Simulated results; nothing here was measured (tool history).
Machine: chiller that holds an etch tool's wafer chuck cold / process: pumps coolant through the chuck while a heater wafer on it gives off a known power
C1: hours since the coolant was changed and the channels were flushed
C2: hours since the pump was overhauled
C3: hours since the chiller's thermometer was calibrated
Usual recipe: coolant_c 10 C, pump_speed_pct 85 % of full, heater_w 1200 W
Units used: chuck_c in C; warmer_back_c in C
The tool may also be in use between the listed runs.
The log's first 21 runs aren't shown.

run 22 day=79.471 | coolant_c=10 pump_speed_pct=88 heater_w=1200 | C1=6144 C2=3201 C3=2359 | chuck_c=18.8 warmer_back_c=3.62
run 23 day=84.262 | coolant_c=18 pump_speed_pct=88 heater_w=1251 | C1=6259 C2=3316 C3=2474 | chuck_c=27.3 warmer_back_c=3.9
run 24 day=87.883 | coolant_c=18 pump_speed_pct=88 heater_w=1251 | C1=6346 C2=3403 C3=2561 | chuck_c=27.2 warmer_back_c=3.76
run 25 day=90.483 | coolant_c=8 pump_speed_pct=68 heater_w=1407 | C1=6408 C2=3465 C3=2623 | chuck_c=20.3 warmer_back_c=5.71
run 26 day=93.004 | coolant_c=8 pump_speed_pct=68 heater_w=1407 | C1=6469 C2=3526 C3=2684 | chuck_c=20.5 warmer_back_c=5.62
run 27 day=97.962 | coolant_c=10 pump_speed_pct=62 heater_w=1200 | C1=6588 C2=3645 C3=2803 | chuck_c=21.2 warmer_back_c=5.37
-- day=101.683 chiller's thermometer calibrated
run 28 day=101.912 | coolant_c=10 pump_speed_pct=62 heater_w=1200 | C1=6681 C2=3738 C3=5 | chuck_c=21.1 warmer_back_c=5.36
run 29 day=104.9 | coolant_c=10 pump_speed_pct=71 heater_w=701 | C1=6753 C2=3810 C3=77 | chuck_c=16.1 warmer_back_c=2.76
run 30 day=108.521 | coolant_c=8 pump_speed_pct=81 heater_w=1200 | C1=6840 C2=3897 C3=164 | chuck_c=17.4 warmer_back_c=4.05
run 31 day=112 | coolant_c=8 pump_speed_pct=81 heater_w=1200 | C1=6924 C2=3981 C3=248 | chuck_c=17.5 warmer_back_c=4.06
run 32 day=116.321 | coolant_c=8 pump_speed_pct=87 heater_w=1200 | C1=7027 C2=4084 C3=351 | chuck_c=17 warmer_back_c=3.8

Each row is a separate what-if for the run after 32, all from the same tool condition, not one after another. Results?
run A day=120.329 | coolant_c=11 pump_speed_pct=87 heater_w=1200 | C1=7124 C2=4180 C3=448 | chuck_c=? warmer_back_c=?
run B day=120.329 | coolant_c=5 pump_speed_pct=87 heater_w=789 | C1=7124 C2=4180 C3=448 | chuck_c=? warmer_back_c=?
run C day=120.329 | coolant_c=8 pump_speed_pct=80 heater_w=1200 | C1=7124 C2=4180 C3=448 | chuck_c=? warmer_back_c=?

run=A chuck_c=20.2 warmer_back_c=3.71
run=B chuck_c=11 warmer_back_c=2.51
run=C chuck_c=17.6 warmer_back_c=4.07
Stripped of hidden state, with their random variation kept, the same runs would have yielded:
run=A chuck_c=18.6 warmer_back_c=3.47
run=B chuck_c=9.9 warmer_back_c=2.35
run=C chuck_c=16 warmer_back_c=3.81
